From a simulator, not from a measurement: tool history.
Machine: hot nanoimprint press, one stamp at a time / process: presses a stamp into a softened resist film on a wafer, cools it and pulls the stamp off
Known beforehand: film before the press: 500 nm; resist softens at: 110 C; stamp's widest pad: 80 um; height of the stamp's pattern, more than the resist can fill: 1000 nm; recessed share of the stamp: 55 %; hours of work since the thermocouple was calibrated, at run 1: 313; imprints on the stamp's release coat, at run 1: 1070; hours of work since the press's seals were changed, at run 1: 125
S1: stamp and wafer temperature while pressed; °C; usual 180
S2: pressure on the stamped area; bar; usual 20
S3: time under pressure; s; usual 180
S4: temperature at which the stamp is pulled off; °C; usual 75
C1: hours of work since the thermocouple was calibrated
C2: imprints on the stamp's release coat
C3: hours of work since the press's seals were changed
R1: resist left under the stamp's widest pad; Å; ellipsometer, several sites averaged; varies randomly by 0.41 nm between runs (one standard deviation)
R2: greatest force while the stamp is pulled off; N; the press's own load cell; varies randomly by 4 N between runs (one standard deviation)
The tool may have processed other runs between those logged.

Run 1, hour 0: usual settings; C1 313; C2 1070; C3 125. Result: R1 2149 Å, R2 259 N.
Run 2, hour 65.8: usual settings; C1 352; C2 1294; C3 164. Result: R1 2148 Å, R2 262 N.
At hour 117.6: stamp cleaned and given a new release coat.
Run 3, hour 153.1: usual settings; C1 401; C2 121; C3 212. Result: R1 2137 Å, R2 196 N.
Run 4, hour 204.8: usual settings but S4 74 °C; C1 431; C2 296; C3 243. Result: R1 2131 Å, R2 213 N.
Run 5, hour 252.5: usual settings; C1 460; C2 458; C3 271. Result: R1 2135 Å, R2 222 N.
Run 6, hour 300.8: usual settings; C1 489; C2 623; C3 300. Result: R1 2132 Å, R2 233 N.
Run 7, hour 365.9: usual settings; C1 527; C2 844; C3 339. Result: R1 2117 Å, R2 234 N.
At hour 380.6: plate thermocouple calibrated.
Run 8, hour 445.7: usual settings; C1 39; C2 1105; C3 385. Result: R1 2084 Å, R2 259 N.
Run 9, hour 493.3: usual settings; C1 67; C2 1267; C3 413. Result: R1 2091 Å, R2 267 N.
At hour 550.1: stamp cleaned and given a new release coat.
Run 10, hour 550.1: usual settings but S2 16 bar; C1 97; C2 0; C3 443. Result: R1 2344 Å, R2 187 N.
At hour 593.4: plate thermocouple calibrated, once more.
Run 11, hour 593.4: usual settings but S2 16 bar; C1 0; C2 137; C3 467. Result: R1 2500 Å, R2 200 N.
Run 12, hour 655.9: usual settings but S1 175 °C; C1 37; C2 350; C3 505. Result: R1 2757 Å, R2 217 N.
Run 13, hour 735.2: usual settings but S1 189 °C, S4 78 °C; C1 84; C2 619; C3 552. Result: R1 1475 Å, R2 213 N.
Run 14, hour 774: usual settings but S1 189 °C, S2 12.5 bar, S3 106 s, S4 70 °C; C1 108; C2 751; C3 575. Result: R1 2313 Å, R2 275 N.
Run 15, hour 852.8: usual settings but S1 189 °C, S2 12.5 bar, S3 106 s, S4 70 °C; C1 155; C2 1019; C3 622. Result: R1 2305 Å, R2 294 N.
Run 16, hour 936.1: usual settings but S2 16.8 bar, S3 124 s; C1 204; C2 1303; C3 671. Result: R1 2704 Å, R2 276 N.
At hour 985.7: stamp cleaned and given a new release coat.
Run 17, hour 1007: usual settings but S2 14 bar, S4 64 °C; C1 243; C2 72; C3 710. Result: R1 2624 Å, R2 260 N.
Run 18, hour 1098.2: usual settings but S2 14 bar, S4 64 °C; C1 297; C2 382; C3 764. Result: R1 2609 Å, R2 282 N.
Run 19, hour 1166.5: usual settings but S2 14 bar, S4 64 °C; C1 338; C2 615; C3 805. Result: R1 2612 Å, R2 289 N.
Run 20, hour 1248.8: usual settings but S2 14 bar, S3 297 s, S4 79 °C; C1 387; C2 895; C3 854. Result: R1 2202 Å, R2 219 N.
Run 21, hour 1313.6: usual settings but S2 14 bar, S3 297 s, S4 79 °C; C1 425; C2 1115; C3 893. Result: R1 2199 Å, R2 228 N.

Describe how what the log doesn't record of the tool's condition differs between the last listed run preceding each entry between runs and the first listed run following it.
In the gap between runs 2 and 3: stamp cleaned and given a new release coat (hour 117.6)
  true temperature over the reading, C: 0.68 -> 0.77; pressure that arrives at the usual setting, %: 99.48 -> 99.33; grip of the stamp's worn release coat, % over a new coat's: 42.3 -> 3.7
  the result without the hidden state subtracted from the measured one, R1: -61 -> -67 Å; R2: +75 -> +3 N
In the gap between runs 7 and 8: plate thermocouple calibrated (hour 380.6)
  true temperature over the reading, C: 0.98 -> 1.32; pressure that arrives at the usual setting, %: 98.97 -> 98.84; grip of the stamp's worn release coat, % over a new coat's: 26.9 -> 35.8
  the result without the hidden state subtracted from the measured one, R1: -83 -> -115 Å; R2: +44 -> +62 N
In the gap between runs 9 and 10: stamp cleaned and given a new release coat (hour 550.1)
  true temperature over the reading, C: 1.37 -> 1.43; pressure that arrives at the usual setting, %: 98.74 -> 98.65; grip of the stamp's worn release coat, % over a new coat's: 41.4 -> 0
  the result without the hidden state subtracted from the measured one, R1: -119 -> -135 Å; R2: +72 -> -7 N
In the gap between runs 10 and 11: plate thermocouple calibrated, once more (hour 593.4)
  true temperature over the reading, C: 1.43 -> 0.01; pressure that arrives at the usual setting, %: 98.65 -> 98.58; grip of the stamp's worn release coat, % over a new coat's: 0 -> 4.2
  the result without the hidden state subtracted from the measured one, R1: -135 -> +14 Å; R2: -7 -> +8 N
In the gap between runs 16 and 17: stamp cleaned and given a new release coat (hour 985.7)
  true temperature over the reading, C: 0.36 -> 0.43; pressure that arrives at the usual setting, %: 97.97 -> 97.86; grip of the stamp's worn release coat, % over a new coat's: 42.6 -> 2.2
  the result without the hidden state subtracted from the measured one, R1: -18 -> -27 Å; R2: +81 -> +3 N
